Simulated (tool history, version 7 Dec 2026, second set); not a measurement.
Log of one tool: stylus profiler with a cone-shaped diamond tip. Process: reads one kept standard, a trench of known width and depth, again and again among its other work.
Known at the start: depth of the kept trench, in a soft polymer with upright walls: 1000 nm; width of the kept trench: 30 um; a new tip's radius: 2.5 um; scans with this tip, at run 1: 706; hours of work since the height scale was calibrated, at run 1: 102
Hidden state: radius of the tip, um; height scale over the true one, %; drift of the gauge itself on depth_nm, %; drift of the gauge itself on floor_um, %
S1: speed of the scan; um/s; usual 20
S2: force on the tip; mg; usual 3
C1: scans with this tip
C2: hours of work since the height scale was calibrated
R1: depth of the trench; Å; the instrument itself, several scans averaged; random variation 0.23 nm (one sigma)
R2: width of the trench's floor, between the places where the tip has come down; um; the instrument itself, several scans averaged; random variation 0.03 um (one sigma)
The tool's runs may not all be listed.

run 1 hour=0 | S1=20 S2=3 | C1=706 C2=102 | R1=10155.6 R2=25.64
run 2 hour=14.4 | S1=20 S2=3 | C1=758 C2=110 | R1=10152.2 R2=25.61
run 3 hour=27.1 | S1=20 S2=3 | C1=804 C2=116 | R1=10158.5 R2=25.61
run 4 hour=47.5 | S1=20 S2=3 | C1=877 C2=127 | R1=10150.9 R2=25.62
run 5 hour=67 | S1=20 S2=3 | C1=947 C2=137 | R1=10153.8 R2=25.54
run 6 hour=89.3 | S1=20 S2=3 | C1=1028 C2=149 | R1=10153.7 R2=25.52
run 7 hour=107.3 | S1=20 S2=3 | C1=1093 C2=158 | R1=10157.8 R2=25.5
run 8 hour=134 | S1=20 S2=3 | C1=1189 C2=172 | R1=10148.3 R2=25.45
run 9 hour=147.4 | S1=20 S2=3 | C1=1237 C2=179 | R1=10156.2 R2=25.5
run 10 hour=164.1 | S1=25 S2=3 | C1=1297 C2=188 | R1=10157.8 R2=25.49
run 11 hour=177.2 | S1=25 S2=1.68 | C1=1344 C2=195 | R1=10110.8 R2=25.43
run 12 hour=189.4 | S1=25 S2=1.68 | C1=1388 C2=201 | R1=10110.8 R2=25.42
run 13 hour=212.1 | S1=20 S2=3 | C1=1470 C2=213 | R1=10157.1 R2=25.44
run 14 hour=237 | S1=20 S2=3 | C1=1559 C2=226 | R1=10158.8 R2=25.46
run 15 hour=249.8 | S1=20 S2=3 | C1=1605 C2=232 | R1=10159 R2=25.36
run 16 hour=275.9 | S1=20 S2=3 | C1=1699 C2=246 | R1=10156.1 R2=25.36
run 17 hour=297.9 | S1=20 S2=3 | C1=1778 C2=257 | R1=10158.9 R2=25.31
run 18 hour=323.2 | S1=20 S2=6.13 | C1=1869 C2=271 | R1=10249.4 R2=25.29
run 19 hour=348.4 | S1=20 S2=3 | C1=1960 C2=284 | R1=10158.4 R2=25.29
run 20 hour=368.3 | S1=20 S2=3 | C1=2032 C2=294 | R1=10158.4 R2=25.23
run 21 hour=397.9 | S1=20 S2=7.14 | C1=2138 C2=309 | R1=10277.2 R2=25.25
run 22 hour=420.5 | S1=20 S2=7.14 | C1=2219 C2=321 | R1=10276.9 R2=25.2
run 23 hour=434.6 | S1=20 S2=2.7 | C1=2270 C2=329 | R1=10151.3 R2=25.25
run 24 hour=464.6 | S1=20 S2=2.7 | C1=2378 C2=344 | R1=10153.5 R2=25.18
run 25 hour=478.6 | S1=17 S2=7.55 | C1=2429 C2=352 | R1=10286.7 R2=25.18
run 26 hour=501 | S1=20 S2=1.89 | C1=2509 C2=363 | R1=10130.5 R2=25.1
run 27 hour=529.4 | S1=54 S2=2.2 | C1=2611 C2=378 | R1=10137.1 R2=24.99
run 28 hour=558.9 | S1=20 S2=1.63 | C1=2717 C2=393 | R1=10118.9 R2=25.06
run 29 hour=574.2 | S1=20 S2=1.63 | C1=2772 C2=401 | R1=10120 R2=25.02
-- hour=577 height scale calibrated on a step standard
run 30 hour=600.1 | S1=20 S2=1.63 | C1=2864 C2=12 | R1=10131.5 R2=24.97
run 31 hour=614.4 | S1=18 S2=3.68 | C1=2915 C2=19 | R1=10200 R2=25.03
run 32 hour=630.4 | S1=39 S2=3.4 | C1=2973 C2=28 | R1=10191.2 R2=24.95
run 33 hour=644.5 | S1=39 S2=1.42 | C1=3024 C2=35 | R1=10126.2 R2=24.86
run 34 hour=674 | S1=58 S2=1.42 | C1=3130 C2=51 | R1=10125 R2=24.78
run 35 hour=687.8 | S1=20 S2=1.42 | C1=3179 C2=58 | R1=10122.4 R2=24.92
run 36 hour=708.4 | S1=16 S2=6.86 | C1=3254 C2=68 | R1=10289.8 R2=24.95
run 37 hour=727.3 | S1=59 S2=5.22 | C1=3321 C2=78 | R1=10250 R2=24.83
-- hour=738.7 height scale calibrated on a step standard, once more
run 38 hour=744.7 | S1=38 S2=1.01 | C1=3382 C2=3 | R1=10072.7 R2=24.82
run 39 hour=770.5 | S1=6 S2=1.01 | C1=3475 C2=17 | R1=10077.4 R2=24.85
run 40 hour=790.4 | S1=6 S2=1.01 | C1=3547 C2=27 | R1=10076.2 R2=24.83
run 41 hour=802.8 | S1=11 S2=5.45 | C1=3591 C2=33 | R1=10216.3 R2=24.86
run 42 hour=830.8 | S1=21 S2=4.34 | C1=3692 C2=48 | R1=10190.2 R2=24.79
run 43 hour=849.4 | S1=21 S2=4.34 | C1=3759 C2=58 | R1=10187.3 R2=24.78
run 44 hour=869.7 | S1=21 S2=4.34 | C1=3832 C2=68 | R1=10193.4 R2=24.72
run 45 hour=887.9 | S1=7 S2=3.71 | C1=3897 C2=78 | R1=10175.5 R2=24.81
run 46 hour=911.1 | S1=28 S2=2.6 | C1=3981 C2=90 | R1=10143.3 R2=24.69

Hidden state or all else? Some run-to-run changes of R1, split into what the settings, what came in and random variation would give without the hidden state, and what is left for the hidden state (with any gauge scatter that isn't in both results):
Run 25 -> 26: S1 17 -> 20, S2 7.55 -> 1.89. R1 -156.2 Å: hidden state +0.3, all else -156.5.
Run 29 -> 30: height scale calibrated on a step standard. R1 +11.5 Å: hidden state +13.9, all else -2.4.
Run 35 -> 36: S1 20 -> 16, S2 1.42 -> 6.86. R1 +167.4 Å: hidden state +1.2, all else +166.2.
Run 37 -> 38: S1 59 -> 38, S2 5.22 -> 1.01, height scale calibrated on a step standard, once more. R1 -177.3 Å: hidden state -35, all else -142.3.
